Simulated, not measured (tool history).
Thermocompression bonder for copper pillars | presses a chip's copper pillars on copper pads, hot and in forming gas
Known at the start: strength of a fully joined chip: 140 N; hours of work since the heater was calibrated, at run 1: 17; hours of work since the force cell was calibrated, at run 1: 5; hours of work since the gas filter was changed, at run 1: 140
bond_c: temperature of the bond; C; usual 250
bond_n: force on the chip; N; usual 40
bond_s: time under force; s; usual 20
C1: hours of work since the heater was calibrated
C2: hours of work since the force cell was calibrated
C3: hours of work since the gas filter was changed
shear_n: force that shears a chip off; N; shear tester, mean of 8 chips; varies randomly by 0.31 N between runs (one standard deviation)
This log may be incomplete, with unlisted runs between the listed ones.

Run 1, hour 0: usual settings; C1 17; C2 5; C3 140. Result: shear_n 70.8 N.
Run 2, hour 6.4: usual settings; C1 19; C2 8; C3 142. Result: shear_n 70.4 N.
Run 3, hour 15.8: usual settings; C1 24; C2 12; C3 147. Result: shear_n 70.3 N.
Run 4, hour 24.2: usual settings but bond_n 27 N; C1 27; C2 16; C3 150. Result: shear_n 52.2 N.
Run 5, hour 28.9: usual settings but bond_n 27 N; C1 29; C2 18; C3 152. Result: shear_n 51.9 N.
Run 6, hour 34.9: usual settings but bond_n 27 N, bond_s 57 s; C1 32; C2 20; C3 155. Result: shear_n 75.6 N.
Run 7, hour 40: usual settings but bond_c 275 C, bond_s 32 s; C1 34; C2 23; C3 157. Result: shear_n 106.3 N.
Run 8, hour 49.6: usual settings but bond_s 12 s; C1 39; C2 27; C3 162. Result: shear_n 58.8 N.
Run 9, hour 54.5: usual settings but bond_c 269 C; C1 41; C2 29; C3 164. Result: shear_n 89.1 N.
Run 10, hour 62.5: usual settings but bond_n 36 N, bond_s 10 s; C1 44; C2 33; C3 167. Result: shear_n 50.2 N.
Run 11, hour 66.8: usual settings but bond_n 28 N, bond_s 12 s; C1 46; C2 35; C3 169. Result: shear_n 43.4 N.

For some of the steps in shear_n from one run to the next: how much would appear even if the tool had no hidden state, given the settings, what came in and random variation, and how much remains for the hidden state plus any gauge scatter that the measured result and the result without hidden state don't share?
Hidden conditions of the tool in this case: true temperature of the bond over the reading, C; force that reaches the chip, % of what is set; oxide that the forming gas leaves, % of the face; drift of the gauge itself on shear_n, %.
Run 7 -> 8: bond_c 275 -> 250, bond_s 32 -> 12. shear_n -47.5 N: hidden state +1.3, all else -48.8.
